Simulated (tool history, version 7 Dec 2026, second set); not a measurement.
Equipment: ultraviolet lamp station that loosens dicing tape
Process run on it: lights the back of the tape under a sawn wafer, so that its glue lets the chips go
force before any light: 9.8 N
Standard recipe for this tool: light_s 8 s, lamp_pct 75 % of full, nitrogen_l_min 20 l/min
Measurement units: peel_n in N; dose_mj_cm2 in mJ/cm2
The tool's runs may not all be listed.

| run | day | light_s | lamp_pct | nitrogen_l_min | peel_n | dose_mj_cm2 |
|---|---|---|---|---|---|---|
| 1 | 0.000 | 8 | 75 | 20 | 1.081 | 441 |
| 2 | 1.317 | 8 | 75 | 20 | 1.101 | 427 |
| 3 | 2.621 | 8 | 75 | 20 | 1.151 | 419 |
| 4 | 3.767 | 8 | 75 | 20 | 1.168 | 418 |
| 5 | 4.425 | 8 | 75 | 20 | 1.197 | 413 |
| 6 | 5.754 | 8 | 75 | 20 | 1.260 | 408 |
| 7 | 6.575 | 8 | 75 | 20 | 1.263 | 401 |
| 8 | 7.654 | 8 | 75 | 15 | 1.485 | 402 |
| 9 | 8.346 | 8 | 75 | 15 | 1.525 | 398 |
|  | 9.450 | window cleaned of glue's vapour |
| 10 | 9.821 | 8 | 75 | 15 | 1.204 | 464 |
| 11 | 10.733 | 8 | 75 | 20 | 0.969 | 453 |
| 12 | 11.733 | 8 | 75 | 20 | 1.026 | 454 |
| 13 | 12.654 | 8 | 75 | 20 | 1.046 | 451 |
| 14 | 14.104 | 8 | 75 | 20 | 1.081 | 441 |
| 15 | 14.817 | 8 | 75 | 20 | 1.068 | 436 |
| 16 | 15.646 | 8 | 75 | 20 | 1.100 | 432 |
| 17 | 16.908 | 8 | 75 | 20 | 1.132 | 431 |
| 18 | 17.612 | 8 | 62 | 20 | 1.608 | 351 |
| 19 | 18.612 | 8 | 62 | 20 | 1.647 | 344 |
| 20 | 19.567 | 8 | 62 | 20 | 1.676 | 343 |
| 21 | 20.717 | 8 | 75 | 20 | 1.223 | 406 |
| 22 | 21.362 | 8 | 75 | 20 | 1.235 | 408 |
| 23 | 22.358 | 8 | 75 | 20 | 1.232 | 408 |
| 24 | 23.133 | 8 | 76 | 38 | 0.862 | 406 |
| 25 | 23.767 | 10 | 76 | 12 | 1.219 | 505 |
| 26 | 25.196 | 10 | 76 | 12 | 1.248 | 495 |
| 27 | 26.654 | 6 | 74 | 12 | 2.984 | 282 |
| 28 | 27.629 | 6 | 74 | 12 | 2.900 | 283 |
| 29 | 28.817 | 6 | 74 | 12 | 3.021 | 275 |
|  | 29.754 | window cleaned of glue's vapour |
| 30 | 30.358 | 6 | 68 | 12 | 2.712 | 289 |
| 31 | 31.808 | 13 | 82 | 18 | 0.381 | 761 |
| 32 | 32.662 | 13 | 75 | 18 | 0.446 | 696 |
| 33 | 33.667 | 13 | 75 | 18 | 0.454 | 685 |
| 34 | 34.842 | 6 | 76 | 8 | 3.097 | 314 |
| 35 | 36.246 | 4 | 74 | 7 | 4.850 | 207 |
| 36 | 37.521 | 4 | 74 | 24 | 3.219 | 199 |
| 37 | 38.296 | 5 | 77 | 35 | 2.009 | 259 |
| 38 | 39.496 | 5 | 77 | 35 | 2.028 | 252 |
| 39 | 40.942 | 12 | 61 | 12 | 1.368 | 470 |
| 40 | 41.679 | 8 | 60 | 12 | 2.583 | 311 |
| 41 | 42.492 | 5 | 64 | 20 | 3.468 | 207 |
| 42 | 43.117 | 7 | 90 | 6 | 2.653 | 400 |

Branching from run 42: 4 alternative next runs. What would each branch give?
| A | 43.742 | 6 | 90 | 11 | ? | ? |
| B | 43.742 | 8 | 90 | 6 | ? | ? |
| C | 43.742 | 8 | 69 | 20 | ? | ? |
| D | 43.742 | 10 | 73 | 17 | ? | ? |

| run | peel_n | dose_mj_cm2 |
|---|---|---|
| A | 2.481 | 337 |
| B | 2.249 | 454 |
| C | 1.626 | 344 |
| D | 1.076 | 461 |
Without the tool's unlogged condition, the same runs would have read:
| run | peel_n | dose_mj_cm2 |
|---|---|---|
| A | 1.658 | 440 |
| B | 1.473 | 592 |
| C | 0.999 | 450 |
| D | 0.621 | 600 |
